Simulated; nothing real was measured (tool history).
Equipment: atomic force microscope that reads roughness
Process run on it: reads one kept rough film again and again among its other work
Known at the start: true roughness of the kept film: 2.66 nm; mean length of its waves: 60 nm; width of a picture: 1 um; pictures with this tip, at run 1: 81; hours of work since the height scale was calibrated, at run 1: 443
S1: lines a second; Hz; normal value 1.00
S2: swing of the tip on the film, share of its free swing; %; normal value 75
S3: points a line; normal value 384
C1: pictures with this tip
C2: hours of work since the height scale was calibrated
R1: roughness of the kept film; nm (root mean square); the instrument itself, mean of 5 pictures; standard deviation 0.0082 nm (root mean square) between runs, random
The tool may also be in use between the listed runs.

run	hour	S1	S2	S3	C1	C2	R1
1	0.0	1.00	75	384	81	443	2.440
2	56.6	1.00	75	330	122	467	2.431
3	89.5	1.00	75	384	145	481	2.423
4	119.7	1.00	75	384	167	494	2.409
5	177.1	1.00	75	384	208	518	2.399
6	228.2	1.00	75	384	244	540	2.367
7	286.8	1.00	75	384	286	565	2.361
8	337.2	3.19	75	384	322	586	2.151
9	380.3	3.19	75	384	353	605	2.134
# hour 434.4: new tip fitted
10	435.9	1.00	75	466	2	628	2.480
11	485.1	1.00	65	384	37	649	2.516
12	512.5	1.00	65	384	56	661	2.499
13	537.5	1.00	85	384	74	672	2.389
14	597.0	1.00	85	384	117	697	2.370
15	656.8	1.00	75	995	159	722	2.419
16	702.6	1.00	75	995	192	742	2.406
17	745.7	1.00	75	995	223	760	2.390
18	772.1	1.00	75	995	242	772	2.395
19	799.9	1.00	75	995	262	783	2.375
20	841.4	1.00	90	384	291	801	2.264
21	890.9	1.00	90	384	327	822	2.249
22	920.9	1.00	90	480	348	835	2.241
23	969.1	1.00	90	480	383	856	2.209
# hour 983.6: new tip fitted
24	1018.2	1.00	90	480	24	876	2.368
25	1046.9	1.00	90	480	45	889	2.368
26	1080.8	1.00	75	412	69	903	2.454
27	1136.5	1.00	68	322	109	927	2.455
28	1184.4	1.00	57	345	143	947	2.489
29	1213.5	1.01	78	438	164	960	2.404
30	1258.6	0.85	75	384	196	979	2.414
31	1305.4	0.63	75	483	230	999	2.443
32	1335.8	1.22	75	483	251	1012	2.357
33	1370.9	0.80	67	384	277	1027	2.426
34	1422.7	0.80	67	384	314	1049	2.401
35	1461.8	0.80	67	384	342	1065	2.395
36	1490.4	1.99	75	384	362	1078	2.224
37	1520.9	1.99	75	384	384	1091	2.224
# hour 1534.8: new tip fitted
38	1564.1	2.15	86	384	21	1109	2.219
39	1603.9	2.15	58	561	50	1126	2.487
40	1635.2	0.83	58	682	72	1139	2.517
41	1692.6	0.83	58	682	113	1164	2.515
42	1736.9	0.83	58	682	145	1182	2.491
43	1789.5	3.95	58	327	182	1205	2.359
44	1824.4	2.43	73	1022	207	1220	2.285
45	1881.1	1.04	65	692	248	1244	2.421
46	1921.0	1.04	65	692	276	1261	2.401
47	1951.1	1.04	65	692	298	1274	2.402
48	2008.4	0.51	60	384	339	1298	2.421
49	2044.7	1.00	57	384	365	1314	2.384
# hour 2081.8: new tip fitted
50	2097.3	1.00	57	384	11	1336	2.557
51	2124.5	1.77	81	539	31	1348	2.317
52	2182.6	1.29	59	394	72	1372	2.508

For some of the steps in R1 from one run to the next: how much would appear even if the tool had no hidden state, given the settings, what came in and random variation, and how much remains for the hidden state plus any gauge scatter that the measured result and the result without hidden state don't share?
Hidden state present: radius of the tip, nm; height scale over the true one, %; drift of the gauge itself on roughness_nm, %.
Run 9 -> 10: S1 3.19 -> 1.00, S3 384 -> 466, new tip fitted. R1 +0.346 nm (root mean square): hidden state +0.131, all else +0.215.
Run 23 -> 24: new tip fitted. R1 +0.159 nm (root mean square): hidden state +0.140, all else +0.019.
Run 37 -> 38: S1 1.99 -> 2.15, S2 75 -> 86, new tip fitted. R1 -0.005 nm (root mean square): hidden state +0.140, all else -0.145.
Run 38 -> 39: S2 86 -> 58, S3 384 -> 561. R1 +0.268 nm (root mean square): hidden state -0.015, all else +0.283.
Run 49 -> 50: new tip fitted. R1 +0.173 nm (root mean square): hidden state +0.147, all else +0.026.
Run 50 -> 51: S1 1.00 -> 1.77, S2 57 -> 81, S3 384 -> 539. R1 -0.240 nm (root mean square): hidden state -0.007, all else -0.233.

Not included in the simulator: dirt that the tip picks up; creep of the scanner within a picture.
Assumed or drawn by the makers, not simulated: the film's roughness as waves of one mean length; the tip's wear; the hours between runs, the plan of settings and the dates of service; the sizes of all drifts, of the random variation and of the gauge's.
